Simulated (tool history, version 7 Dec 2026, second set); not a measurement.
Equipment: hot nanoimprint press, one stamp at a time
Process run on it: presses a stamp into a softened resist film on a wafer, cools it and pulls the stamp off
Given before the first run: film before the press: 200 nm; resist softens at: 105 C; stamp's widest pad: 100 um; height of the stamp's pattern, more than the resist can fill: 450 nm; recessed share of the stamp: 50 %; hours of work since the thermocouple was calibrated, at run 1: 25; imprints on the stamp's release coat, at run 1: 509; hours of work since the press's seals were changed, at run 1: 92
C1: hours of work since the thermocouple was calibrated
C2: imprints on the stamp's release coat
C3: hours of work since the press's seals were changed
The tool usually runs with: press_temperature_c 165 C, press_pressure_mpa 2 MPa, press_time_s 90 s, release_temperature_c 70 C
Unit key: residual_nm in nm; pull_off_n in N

Run 1, hour 0: usual settings; C1 25; C2 509; C3 92. Result: residual_nm 74.1 nm, pull_off_n 230 N.
Run 2, hour 48.1: usual settings; C1 55; C2 677; C3 122. Result: residual_nm 74.2 nm, pull_off_n 240 N.
Run 3, hour 129.5: usual settings; C1 107; C2 961; C3 174. Result: residual_nm 73.7 nm, pull_off_n 261 N.
Run 4, hour 202.3: usual settings; C1 153; C2 1215; C3 220. Result: residual_nm 73.1 nm, pull_off_n 254 N.
Run 5, hour 257.3: usual settings; C1 187; C2 1407; C3 254. Result: residual_nm 72.6 nm, pull_off_n 271 N.
Run 6, hour 338.3: usual settings; C1 238; C2 1689; C3 305. Result: residual_nm 72.7 nm, pull_off_n 286 N.
Run 7, hour 424.2: usual settings but press_temperature_c 163 C; C1 292; C2 1989; C3 359. Result: residual_nm 77.2 nm, pull_off_n 289 N.
At hour 444.1: plate thermocouple calibrated.
At hour 482: stamp cleaned and given a new release coat.
Run 8, hour 506: usual settings but press_temperature_c 175 C; C1 35; C2 84; C3 405. Result: residual_nm 54.4 nm, pull_off_n 215 N.
Run 9, hour 581.1: usual settings but press_temperature_c 175 C; C1 83; C2 346; C3 453. Result: residual_nm 53.5 nm, pull_off_n 228 N.
Run 10, hour 630.5: usual settings but press_temperature_c 175 C; C1 114; C2 519; C3 484. Result: residual_nm 53.7 nm, pull_off_n 235 N.
Run 11, hour 666.7: usual settings but press_temperature_c 175 C; C1 136; C2 645; C3 507. Result: residual_nm 53.3 nm, pull_off_n 245 N.
Run 12, hour 736.2: usual settings but press_temperature_c 175 C; C1 180; C2 887; C3 550. Result: residual_nm 53.1 nm, pull_off_n 244 N.
Run 13, hour 810.2: usual settings but press_temperature_c 175 C; C1 227; C2 1146; C3 597. Result: residual_nm 52.9 nm, pull_off_n 255 N.
At hour 871.1: press's hydraulic seals changed and the load cell set to zero.
Run 14, hour 888.9: usual settings but press_temperature_c 175 C, press_pressure_mpa 2.21 MPa, press_time_s 127 s; C1 271; C2 1392; C3 11. Result: residual_nm 42.7 nm, pull_off_n 272 N.
Run 15, hour 927: usual settings but press_temperature_c 168 C, press_pressure_mpa 2.25 MPa, press_time_s 65 s, release_temperature_c 64 C; C1 296; C2 1525; C3 35. Result: residual_nm 68.5 nm, pull_off_n 321 N.
At hour 943.2: plate thermocouple calibrated.
Run 16, hour 997.1: usual settings but press_temperature_c 168 C, press_pressure_mpa 2.25 MPa, press_time_s 65 s, release_temperature_c 64 C; C1 34; C2 1759; C3 78. Result: residual_nm 70.9 nm, pull_off_n 337 N.
Run 17, hour 1081.3: usual settings but press_temperature_c 168 C, press_pressure_mpa 2.14 MPa, press_time_s 85 s, release_temperature_c 78 C; C1 87; C2 2053; C3 131. Result: residual_nm 65.7 nm, pull_off_n 223 N.
At hour 1115.2: stamp cleaned and given a new release coat.
Run 18, hour 1153.6: usual settings but press_temperature_c 168 C, press_pressure_mpa 2.14 MPa, press_time_s 85 s, release_temperature_c 78 C; C1 129; C2 134; C3 172. Result: residual_nm 64.7 nm, pull_off_n 162 N.

Estimate the outcome of run 19 from the log above:
Run 19, hour 1193.5: usual settings but press_temperature_c 172 C, press_time_s 47 s; C1 154; C2 274; C3 198. Result: residual_nm ?, pull_off_n ?.

{"run 19": {"residual_nm": 73.3, "pull_off_n": 208}}
The same run, on a tool lacking any hidden state, would have yielded residual_nm 74.6 nm, pull_off_n 201 N.
